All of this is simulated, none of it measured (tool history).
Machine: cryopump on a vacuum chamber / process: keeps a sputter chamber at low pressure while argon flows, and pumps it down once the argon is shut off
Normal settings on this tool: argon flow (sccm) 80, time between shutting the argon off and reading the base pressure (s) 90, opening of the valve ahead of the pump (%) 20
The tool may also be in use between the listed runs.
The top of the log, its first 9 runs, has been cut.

run,day,argon flow (sccm),time between shutting the argon off and reading the base pressure (s),opening of the valve ahead of the pump (%),pressure while argon flows (Pa),pressure after the wait (uPa)
10,13.438,83,90,50,0.1316,0.98
11,14.642,83,90,50,0.1325,0.95
12,16.625,80,90,20,0.3089,0.94
13,18.138,80,90,20,0.3082,1.05
14,19.688,80,90,57,0.1128,1.01
15,20.983,80,90,20,0.3102,0.99
16,22.412,80,90,20,0.3105,1.03
17,23.6,80,90,20,0.3104,1.02
18,24.596,80,90,20,0.3121,1.07
19,25.654,51,27,49,0.0832,1.69
20,27.242,36,90,34,0.0838,1.07
21,28.929,36,30,20,0.1393,1.56
22,30.538,110,30,20,0.4283,1.62
23,32.333,60,118,20,0.2331,1.05
24,34.35,44,90,33,0.1058,1.13
25,35.983,44,90,33,0.1066,1.1
26,37.804,46,57,19,0.189,1.27
27,39.804,46,57,19,0.1904,1.32
28,41.55,48,139,33,0.1177,1.1
29,43.854,48,139,33,0.1176,1.1
30,45.388,103,90,20,0.4065,1.14
31,47.679,103,90,20,0.4083,1.24
32,48.625,48,27,21,0.1808,1.86
33,50.254,80,178,22,0.2898,1.05

Predict each of these 4 candidate next runs independently; none follows another, all start after run 33:
A,51.458,41,178,29,?,?
B,51.458,104,208,20,?,?
C,51.458,90,34,25,?,?
D,51.458,127,112,38,?,?

run,pressure while argon flows (Pa),pressure after the wait (uPa)
A,0.1145,1.12
B,0.4142,1.11
C,0.2893,1.66
D,0.2762,1.18
Without the tool's hidden state the same runs would have given:
run,pressure while argon flows (Pa),pressure after the wait (uPa)
A,0.107,0.28
B,0.3951,0.26
C,0.2729,0.83
D,0.253,0.34
